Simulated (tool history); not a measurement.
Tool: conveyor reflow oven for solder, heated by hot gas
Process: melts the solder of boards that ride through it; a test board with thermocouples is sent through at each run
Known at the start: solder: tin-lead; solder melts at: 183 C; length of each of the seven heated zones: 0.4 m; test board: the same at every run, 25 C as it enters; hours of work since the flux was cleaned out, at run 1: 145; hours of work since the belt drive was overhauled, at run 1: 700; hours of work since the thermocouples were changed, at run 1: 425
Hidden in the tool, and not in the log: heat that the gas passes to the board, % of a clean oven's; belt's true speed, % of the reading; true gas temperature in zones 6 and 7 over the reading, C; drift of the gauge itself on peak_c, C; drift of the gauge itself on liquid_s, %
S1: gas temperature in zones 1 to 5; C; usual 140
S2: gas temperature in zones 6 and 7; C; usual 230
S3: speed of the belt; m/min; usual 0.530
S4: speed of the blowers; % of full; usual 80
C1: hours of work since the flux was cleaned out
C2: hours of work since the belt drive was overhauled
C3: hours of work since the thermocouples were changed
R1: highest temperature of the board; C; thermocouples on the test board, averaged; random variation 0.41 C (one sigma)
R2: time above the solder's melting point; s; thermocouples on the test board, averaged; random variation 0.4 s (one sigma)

run 1 hour=0.0 | S1=140 S2=230 S3=0.530 S4=80 | C1=145 C2=700 C3=425 | R1=217.7 R2=70.5
run 2 hour=22.0 | S1=140 S2=220 S3=0.530 S4=80 | C1=160 C2=714 C3=439 | R1=208.5 R2=62.3
run 3 hour=53.7 | S1=140 S2=220 S3=0.530 S4=80 | C1=180 C2=735 C3=459 | R1=208.0 R2=61.9
run 4 hour=66.5 | S1=140 S2=230 S3=0.530 S4=80 | C1=188 C2=743 C3=467 | R1=216.1 R2=70.3
run 5 hour=83.3 | S1=140 S2=230 S3=0.530 S4=80 | C1=199 C2=754 C3=478 | R1=216.6 R2=70.2
run 6 hour=107.1 | S1=140 S2=230 S3=0.530 S4=80 | C1=214 C2=769 C3=493 | R1=217.1 R2=70.3
run 7 hour=129.4 | S1=140 S2=230 S3=0.530 S4=80 | C1=228 C2=783 C3=507 | R1=216.2 R2=70.6
run 8 hour=152.2 | S1=140 S2=230 S3=0.530 S4=80 | C1=243 C2=798 C3=522 | R1=216.3 R2=69.8
run 9 hour=165.8 | S1=140 S2=230 S3=0.530 S4=80 | C1=252 C2=807 C3=531 | R1=215.7 R2=69.8
run 10 hour=181.2 | S1=140 S2=230 S3=0.530 S4=80 | C1=261 C2=816 C3=541 | R1=216.7 R2=69.3
run 11 hour=194.9 | S1=140 S2=230 S3=0.530 S4=80 | C1=270 C2=825 C3=549 | R1=216.8 R2=69.4
run 12 hour=213.6 | S1=140 S2=230 S3=0.530 S4=80 | C1=282 C2=837 C3=561 | R1=215.5 R2=69.3
run 13 hour=228.2 | S1=140 S2=230 S3=0.530 S4=82 | C1=292 C2=846 C3=571 | R1=215.9 R2=69.7
run 14 hour=245.8 | S1=140 S2=230 S3=0.530 S4=75 | C1=303 C2=858 C3=582 | R1=214.7 R2=68.1
run 15 hour=262.6 | S1=140 S2=230 S3=0.530 S4=75 | C1=314 C2=868 C3=593 | R1=215.3 R2=68.7
run 16 hour=276.8 | S1=140 S2=230 S3=0.530 S4=75 | C1=323 C2=878 C3=602 | R1=215.1 R2=67.3
-- hour=284.3 flux residue cleaned out of gas plates and filters
run 17 hour=310.9 | S1=133 S2=223 S3=0.536 S4=51 | C1=17 C2=896 C3=620 | R1=201.6 R2=45.8
run 18 hour=333.8 | S1=133 S2=223 S3=0.536 S4=51 | C1=32 C2=911 C3=635 | R1=201.4 R2=46.2
run 19 hour=359.7 | S1=143 S2=230 S3=0.529 S4=80 | C1=48 C2=927 C3=652 | R1=218.1 R2=73.5
run 20 hour=382.5 | S1=150 S2=231 S3=0.550 S4=51 | C1=63 C2=942 C3=666 | R1=211.1 R2=64.7
run 21 hour=412.2 | S1=150 S2=238 S3=0.437 S4=51 | C1=82 C2=961 C3=685 | R1=223.5 R2=97.4
run 22 hour=442.0 | S1=140 S2=227 S3=0.530 S4=80 | C1=101 C2=980 C3=704 | R1=213.8 R2=68.6
run 23 hour=461.3 | S1=140 S2=230 S3=0.530 S4=60 | C1=113 C2=992 C3=717 | R1=212.1 R2=64.2
run 24 hour=484.0 | S1=140 S2=221 S3=0.461 S4=57 | C1=128 C2=1007 C3=731 | R1=207.2 R2=69.3
run 25 hour=511.1 | S1=131 S2=221 S3=0.461 S4=57 | C1=145 C2=1024 C3=749 | R1=205.7 R2=63.4
run 26 hour=533.1 | S1=148 S2=221 S3=0.448 S4=76 | C1=159 C2=1038 C3=763 | R1=212.7 R2=85.8
run 27 hour=561.0 | S1=141 S2=244 S3=0.551 S4=60 | C1=177 C2=1056 C3=781 | R1=222.2 R2=72.3

The same runs without the tool's hidden state, with the same run-to-run variation:
run=1 R1=218.4 R2=69.9
run=2 R1=209.3 R2=62.2
run=3 R1=208.9 R2=62.1
run=4 R1=217.1 R2=70.1
run=5 R1=217.7 R2=69.9
run=6 R1=218.3 R2=70.2
run=7 R1=217.5 R2=70.6
run=8 R1=217.7 R2=69.9
run=9 R1=217.2 R2=69.9
run=10 R1=218.2 R2=69.6
run=11 R1=218.4 R2=69.8
run=12 R1=217.3 R2=69.7
run=13 R1=217.8 R2=70.2
run=14 R1=216.5 R2=68.7
run=15 R1=217.2 R2=69.4
run=16 R1=217.1 R2=68.0
run=17 R1=201.3 R2=44.0
run=18 R1=201.1 R2=44.5
run=19 R1=218.3 R2=71.8
run=20 R1=211.0 R2=63.0
run=21 R1=223.6 R2=95.0
run=22 R1=214.4 R2=67.4
run=23 R1=212.5 R2=63.0
run=24 R1=207.8 R2=68.1
run=25 R1=206.3 R2=62.7
run=26 R1=213.6 R2=84.5
run=27 R1=223.1 R2=71.1

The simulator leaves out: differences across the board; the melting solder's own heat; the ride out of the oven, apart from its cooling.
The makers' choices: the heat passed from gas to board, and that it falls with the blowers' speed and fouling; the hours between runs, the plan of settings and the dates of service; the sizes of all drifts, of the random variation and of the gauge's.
